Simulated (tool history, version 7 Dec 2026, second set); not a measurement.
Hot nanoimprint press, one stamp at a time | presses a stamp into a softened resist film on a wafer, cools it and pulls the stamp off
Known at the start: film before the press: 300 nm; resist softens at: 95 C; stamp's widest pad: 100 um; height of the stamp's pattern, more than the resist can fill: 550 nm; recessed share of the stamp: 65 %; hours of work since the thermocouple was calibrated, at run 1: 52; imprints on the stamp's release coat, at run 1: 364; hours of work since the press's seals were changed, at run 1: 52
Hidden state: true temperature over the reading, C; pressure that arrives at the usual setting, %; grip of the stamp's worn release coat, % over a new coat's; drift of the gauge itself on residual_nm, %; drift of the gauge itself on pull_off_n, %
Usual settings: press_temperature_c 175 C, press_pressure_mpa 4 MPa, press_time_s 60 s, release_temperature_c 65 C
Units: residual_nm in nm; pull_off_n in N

run	hour	press_temperature_c	press_pressure_mpa	press_time_s	release_temperature_c	hours of work since the thermocouple was calibrated	imprints on the stamp's release coat	hours of work since the press's seals were changed	residual_nm	pull_off_n
1	0	175	4	60	65	52	364	52	132.9	190
# hour 36.9: stamp cleaned and given a new release coat
2	42.6	175	4	60	55	80	31	80	132.5	214
3	60.2	175	4	60	55	94	127	94	132.8	214
4	98.2	175	4	60	55	124	334	124	132.7	213
5	114.7	175	4	60	55	136	424	136	132.7	216
# hour 141: stamp cleaned and given a new release coat
6	154.3	175	4	60	55	163	73	163	133.1	207
7	171.3	175	4	60	55	176	165	176	132.3	218
8	188	175	4	87	55	189	256	189	116.9	216
9	224	175	4	87	55	217	453	217	116.7	217
# hour 245.4: stamp cleaned and given a new release coat
10	268.1	175	4	60	65	247	123	247	131.9	186
# hour 289.4: plate thermocouple calibrated
11	292.9	175	4	60	65	3	242	263	132	188
12	316.7	175	4	60	65	21	373	282	131.9	191
# hour 354.5: stamp cleaned and given a new release coat
13	354.9	175	5.06	60	65	46	2	307	114.8	186
14	386.1	177	3.48	77	68	71	172	331	122.8	182
15	404.2	175	4.54	60	69	85	271	345	122.8	177
16	431.3	180	4.54	60	51	106	419	367	102	224
# hour 460.1: stamp cleaned and given a new release coat
17	469.8	180	4.54	60	67	131	53	392	102.1	184
18	489.6	186	3.6	76	56	146	160	407	87.8	207
19	510.2	179	3.46	76	56	162	273	423	115	216
20	547.6	182	3.46	91	56	192	477	452	97	215
# hour 565.5: stamp cleaned and given a new release coat
21	576.3	175	2.48	65	65	209	59	470	165.8	191
22	604.7	164	4	73	55	231	214	492	182.9	211
23	621.4	164	2.83	73	55	244	305	505	212.3	209

The next listed run, before its measurement:
# hour 645.9: plate thermocouple calibrated
24	648.5	180	4	64	55	2	436	524	?	?

residual_nm: 107.1 nm
pull_off_n: 219 N
Without the tool's hidden state the same run would have given residual_nm 108.7 nm, pull_off_n 217 N.

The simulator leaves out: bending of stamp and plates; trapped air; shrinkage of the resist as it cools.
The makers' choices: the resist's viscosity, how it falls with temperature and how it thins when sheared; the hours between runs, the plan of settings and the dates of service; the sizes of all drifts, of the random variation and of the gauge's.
